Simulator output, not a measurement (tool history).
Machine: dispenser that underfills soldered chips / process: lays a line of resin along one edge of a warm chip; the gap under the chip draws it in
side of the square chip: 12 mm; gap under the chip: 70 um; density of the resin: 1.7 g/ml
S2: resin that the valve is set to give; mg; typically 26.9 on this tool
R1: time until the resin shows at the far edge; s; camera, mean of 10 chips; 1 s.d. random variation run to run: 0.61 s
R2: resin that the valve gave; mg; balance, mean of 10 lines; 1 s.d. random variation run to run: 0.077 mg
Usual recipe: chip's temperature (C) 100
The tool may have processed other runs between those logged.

Run 1, hour 0.0: usual settings. Result: R1 72.2 s, R2 26.58 mg.
Run 2, hour 3.3: usual settings but chip's temperature (C) 114. Result: R1 47.6 s, R2 26.56 mg.
At hour 6.1: new syringe of resin.
Run 3, hour 7.9: usual settings but chip's temperature (C) 114, S2 25.0 mg. Result: R1 33.1 s, R2 24.65 mg.
Run 4, hour 10.0: usual settings but chip's temperature (C) 114, S2 25.0 mg. Result: R1 34.7 s, R2 24.74 mg.
Run 5, hour 12.9: usual settings but chip's temperature (C) 114, S2 25.0 mg. Result: R1 40.6 s, R2 24.62 mg.
At hour 15.4: dispensing valve cleaned and set on the balance.
Run 6, hour 16.3: usual settings but chip's temperature (C) 92, S2 33.1 mg. Result: R1 103.1 s, R2 33.13 mg.
Run 7, hour 20.2: usual settings but chip's temperature (C) 92, S2 33.1 mg. Result: R1 119.6 s, R2 32.97 mg.
At hour 21.7: new syringe of resin.
Run 8, hour 23.0: usual settings but chip's temperature (C) 90, S2 28.0 mg. Result: R1 84.4 s, R2 27.96 mg.

Forecast run 9:
Run 9, hour 26.2: usual settings but chip's temperature (C) 101. Result: R1 ?, R2 ?.

Run 9 came out at R1 61.5 s, R2 26.88 mg.
Had the tool carried no hidden state, the very same run would have given R1 51.2 s, R2 26.98 mg.

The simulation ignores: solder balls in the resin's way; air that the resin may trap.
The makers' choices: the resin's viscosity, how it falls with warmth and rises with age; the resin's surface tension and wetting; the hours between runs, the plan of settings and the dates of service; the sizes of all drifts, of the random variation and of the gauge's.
